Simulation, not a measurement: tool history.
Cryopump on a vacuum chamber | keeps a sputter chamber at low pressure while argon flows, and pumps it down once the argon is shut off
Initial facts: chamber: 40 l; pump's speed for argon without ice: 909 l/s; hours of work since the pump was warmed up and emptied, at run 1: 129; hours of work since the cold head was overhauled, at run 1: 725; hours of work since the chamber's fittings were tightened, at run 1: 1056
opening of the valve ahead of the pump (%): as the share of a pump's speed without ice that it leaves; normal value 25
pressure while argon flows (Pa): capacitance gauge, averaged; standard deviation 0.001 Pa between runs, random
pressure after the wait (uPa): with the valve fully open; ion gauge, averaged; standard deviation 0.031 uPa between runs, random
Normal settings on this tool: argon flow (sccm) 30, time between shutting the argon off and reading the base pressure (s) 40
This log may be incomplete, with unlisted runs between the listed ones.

run     day  argon flow (sccm)  time between shutting the argon off and reading the base pressure (s)  opening of the valve ahead of the pump (%)  hours of work since the pump was warmed up and emptied  hours of work since the cold head was overhauled  hours of work since the chamber's fittings were tightened  pressure while argon flows (Pa)  pressure after the wait (uPa)
  1       0                 30                                                                     40                                          25                                                     129                                               725                                                       1056                           0.2268                            3.8
  2   0.512                 33                                                                     40                                          25                                                     138                                               733                                                       1064                           0.2502                           3.78
  3     1.6                 33                                                                     40                                          25                                                     156                                               752                                                       1082                           0.2491                           3.78
  4   2.108                 33                                                                     40                                          25                                                     164                                               760                                                       1091                           0.2497                           3.89
  5   2.875                 33                                                                     40                                          25                                                     177                                               773                                                       1104                           0.2524                           3.81
  6   3.638                 33                                                                     40                                          25                                                     190                                               786                                                       1116                           0.2488                           3.87
  7   4.212                 30                                                                    181                                          25                                                     200                                               795                                                       1126                            0.226                              3
  8   5.229                 30                                                                    181                                          25                                                     217                                               812                                                       1143                            0.229                           3.04
  9   6.204                 30                                                                    181                                          25                                                     233                                               829                                                       1159                           0.2261                           3.02
 10   6.925                 30                                                                     80                                          25                                                     245                                               841                                                       1171                            0.228                           3.46
 11   7.571                 30                                                                     80                                          25                                                     256                                               852                                                       1182                           0.2296                           3.53
 12   8.167                 30                                                                     80                                          25                                                     266                                               862                                                       1192                           0.2282                           3.47
 13   9.083                 30                                                                     80                                          25                                                     281                                               877                                                       1208                           0.2305                           3.56
 14   9.917                 30                                                                     80                                          25                                                     295                                               891                                                       1222                           0.2297                           3.71
     10.383  -- leaking fittings of the chamber tightened, without venting
 15  10.538                 16                                                                     43                                          39                                                     304                                               900                                                          3                           0.0806                           1.55
 16  11.412                 30                                                                     67                                          18                                                     319                                               914                                                         17                           0.3161                           1.16
 17   12.35                 59                                                                     40                                          25                                                     335                                               930                                                         33                           0.4587                           1.69
 18  13.392                 12                                                                     40                                          40                                                     352                                               948                                                         50                           0.0588                           1.75
 19  14.175                 12                                                                     40                                          40                                                     365                                               961                                                         63                           0.0594                           1.78
 20   14.65                 19                                                                     40                                          23                                                     373                                               969                                                         71                           0.1595                           1.78

What will run 21 give?
 21  15.592                 15                                                                    256                                          40                                                     389                                               984                                                         87                                ?                              ?

Run 21 came out at pressure while argon flows (Pa) 0.0742, pressure after the wait (uPa) 0.81.
Had the tool carried no hidden state, the very same run would have given pressure while argon flows (Pa) 0.0698, pressure after the wait (uPa) 0.55.
